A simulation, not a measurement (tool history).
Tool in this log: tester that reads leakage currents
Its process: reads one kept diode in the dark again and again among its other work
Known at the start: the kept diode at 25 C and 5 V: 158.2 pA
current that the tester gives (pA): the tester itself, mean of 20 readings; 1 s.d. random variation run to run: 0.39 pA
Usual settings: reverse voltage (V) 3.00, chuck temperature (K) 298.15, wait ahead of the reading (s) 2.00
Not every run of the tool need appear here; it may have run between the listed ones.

run   hour  reverse voltage (V)  chuck temperature (K)  wait ahead of the reading (s)  current that the tester gives (pA)
  1    0.0                 3.00                 298.15                           2.00                              159.54
  2   74.0                 3.00                 298.15                           2.00                              159.41
  3  145.8                 3.00                 298.15                           2.00                              160.43
     155.6  -- tester calibrated
  4  227.8                 3.00                 298.15                           2.00                              161.59
  5  301.7                 3.00                 298.15                           2.00                              161.87
  6  377.3                 3.00                 298.15                           2.00                              162.67

The next listed run, before its measurement:
  7  462.1                 7.88                 298.15                           1.32                                   ?

current that the tester gives (pA): 248.16
Minus the tool's unlogged condition, the same run would have read current that the tester gives (pA) 192.99.
